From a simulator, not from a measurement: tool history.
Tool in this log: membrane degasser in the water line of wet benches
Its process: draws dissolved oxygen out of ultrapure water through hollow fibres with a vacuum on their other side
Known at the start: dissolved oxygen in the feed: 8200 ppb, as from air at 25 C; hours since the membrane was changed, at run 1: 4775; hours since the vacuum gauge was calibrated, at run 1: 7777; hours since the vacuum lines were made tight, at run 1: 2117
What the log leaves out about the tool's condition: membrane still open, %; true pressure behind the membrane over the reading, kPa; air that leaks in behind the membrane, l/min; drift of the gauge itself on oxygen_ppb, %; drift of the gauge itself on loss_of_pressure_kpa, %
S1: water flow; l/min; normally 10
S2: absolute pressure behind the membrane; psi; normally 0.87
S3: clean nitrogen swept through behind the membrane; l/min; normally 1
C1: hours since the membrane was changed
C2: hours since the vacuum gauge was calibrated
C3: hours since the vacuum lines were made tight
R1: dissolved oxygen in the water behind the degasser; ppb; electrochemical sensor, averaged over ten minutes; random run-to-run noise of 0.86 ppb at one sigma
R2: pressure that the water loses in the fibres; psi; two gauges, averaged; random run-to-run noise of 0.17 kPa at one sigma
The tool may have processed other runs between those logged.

| run | hour | S1 | S2 | S3 | C1 | C2 | C3 | R1 | R2 |
|---|---|---|---|---|---|---|---|---|---|
| 1 | 0 | 10 | 0.87 | 1 | 4775 | 7777 | 2117 | 84.9 | 4.003 |
| 2 | 127.6 | 10 | 0.87 | 1 | 4903 | 7905 | 2244 | 85.2 | 3.97 |
| 3 | 295.5 | 10 | 0.87 | 1 | 5071 | 8073 | 2412 | 86.7 | 3.981 |
| 4 | 476.2 | 15 | 0.87 | 1 | 5251 | 8253 | 2593 | 205.7 | 5.941 |
| 5 | 616.1 | 10 | 0.87 | 1.15 | 5391 | 8393 | 2733 | 78.9 | 4.009 |
| 6 | 764.8 | 11 | 0.87 | 1 | 5540 | 8542 | 2882 | 100.6 | 4.428 |
| 7 | 932.3 | 13 | 0.6 | 2.87 | 5707 | 8709 | 3049 | 72.3 | 5.223 |

Predict the results of run 8:
| 8 | 1068.4 | 13 | 0.6 | 2.87 | 5844 | 8846 | 3185 | ? | ? |

R1: 73.7 ppb
R2: 5.274 psi
With no hidden state in the tool, this same run would have given R1 63.3 ppb, R2 5.113 psi.
